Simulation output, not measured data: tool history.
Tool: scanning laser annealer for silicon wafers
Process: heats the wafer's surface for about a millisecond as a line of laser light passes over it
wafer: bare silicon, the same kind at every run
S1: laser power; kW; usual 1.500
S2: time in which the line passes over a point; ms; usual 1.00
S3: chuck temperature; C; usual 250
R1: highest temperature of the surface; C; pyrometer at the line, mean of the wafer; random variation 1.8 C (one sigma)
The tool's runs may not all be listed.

Run 1, hour 0.0: usual settings. Result: R1 915 C.
Run 2, hour 7.9: usual settings. Result: R1 913 C.
Run 3, hour 16.2: usual settings. Result: R1 914 C.
Run 4, hour 27.5: usual settings. Result: R1 914 C.
Run 5, hour 39.7: usual settings. Result: R1 914 C.
Run 6, hour 47.2: usual settings but S3 220 C. Result: R1 881 C.
Run 7, hour 54.7: usual settings. Result: R1 911 C.
Run 8, hour 66.9: usual settings but S1 1.576 kW. Result: R1 953 C.
Run 9, hour 77.3: usual settings but S1 1.576 kW. Result: R1 952 C.
Run 10, hour 84.6: usual settings but S1 1.576 kW. Result: R1 951 C.
Run 11, hour 93.5: usual settings but S1 1.576 kW. Result: R1 950 C.
At hour 98.4: window over the wafer cleaned.
Run 12, hour 101.8: usual settings but S1 1.576 kW. Result: R1 987 C.
At hour 105.9: laser's power meter calibrated.
Run 13, hour 113.1: usual settings but S1 1.576 kW. Result: R1 988 C.
Run 14, hour 123.0: usual settings. Result: R1 940 C.
At hour 133.7: laser's power meter calibrated, once more.
Run 15, hour 136.7: usual settings. Result: R1 948 C.
Run 16, hour 145.2: usual settings. Result: R1 948 C.
Run 17, hour 150.7: usual settings. Result: R1 944 C.
Run 18, hour 162.2: usual settings but S2 0.85 ms. Result: R1 896 C.
Run 19, hour 175.1: usual settings but S2 0.85 ms. Result: R1 895 C.
Run 20, hour 183.3: usual settings but S2 0.85 ms. Result: R1 894 C.
Run 21, hour 193.2: usual settings but S3 225 C. Result: R1 920 C.
Run 22, hour 198.9: usual settings but S1 1.630 kW, S3 239 C. Result: R1 1007 C.
Run 23, hour 208.6: usual settings but S1 1.524 kW, S2 1.01 ms, S3 286 C. Result: R1 997 C.
Run 24, hour 218.5: usual settings but S1 1.524 kW, S2 1.01 ms, S3 286 C. Result: R1 997 C.
Run 25, hour 231.4: usual settings but S3 226 C. Result: R1 917 C.
Run 26, hour 243.2: usual settings but S3 242 C. Result: R1 932 C.
Run 27, hour 255.8: usual settings but S1 1.598 kW, S2 0.96 ms, S3 269 C. Result: R1 1003 C.
Run 28, hour 263.0: usual settings but S1 1.639 kW, S2 0.92 ms, S3 217 C. Result: R1 958 C.
Run 29, hour 273.0: usual settings but S1 1.341 kW, S2 0.85 ms, S3 270 C. Result: R1 828 C.
Run 30, hour 284.8: usual settings but S1 1.341 kW, S2 0.85 ms, S3 270 C. Result: R1 832 C.
Run 31, hour 293.3: usual settings but S1 1.343 kW, S2 0.85 ms, S3 230 C. Result: R1 792 C.
Run 32, hour 302.6: usual settings but S1 1.570 kW, S2 0.99 ms, S3 277 C. Result: R1 1001 C.
Run 33, hour 309.1: usual settings but S1 1.570 kW, S2 0.99 ms, S3 277 C. Result: R1 1003 C.
Run 34, hour 316.2: usual settings but S1 1.364 kW, S2 0.99 ms, S3 246 C. Result: R1 858 C.
Run 35, hour 322.7: usual settings but S1 1.364 kW, S2 0.99 ms, S3 246 C. Result: R1 857 C.
Run 36, hour 334.3: usual settings but S1 1.364 kW, S2 0.74 ms, S3 246 C. Result: R1 778 C.
Run 37, hour 341.5: usual settings but S1 1.554 kW, S2 0.80 ms, S3 244 C. Result: R1 891 C.
Run 38, hour 350.9: usual settings but S1 1.427 kW, S3 235 C. Result: R1 881 C.
Run 39, hour 360.6: usual settings but S1 1.427 kW, S3 235 C. Result: R1 882 C.
Run 40, hour 371.3: usual settings but S1 1.427 kW, S2 0.82 ms, S3 253 C. Result: R1 843 C.
Run 41, hour 380.0: usual settings but S1 1.328 kW, S2 1.19 ms, S3 255 C. Result: R1 898 C.

Measured less the same run without the tool's hidden state. The same run-to-run variation is in both; the gauge's scatter may not be:
The hidden state here: light that passes the window, % of a clean one's; laser's true power over the reading, %; width of the line over the set one, %; drift of the gauge itself on peak_c, C.
run   R1
  1  -44
  2  -44
  3  -45
  4  -45
  5  -45
  6  -46
  7  -46
  8  -50
  9  -50
 10  -50
 11  -51
 12  -16
 13  -17
 14  -16
 15  -12
 16  -12
 17  -13
 18  -11
 19  -12
 20  -13
 21  -14
 22  -16
 23  -15
 24  -16
 25  -16
 26  -16
 27  -18
 28  -18
 29  -14
 30  -15
 31  -15
 32  -20
 33  -20
 34  -17
 35  -17
 36  -16
 37  -19
 38  -19
 39  -20
 40  -19
 41  -20
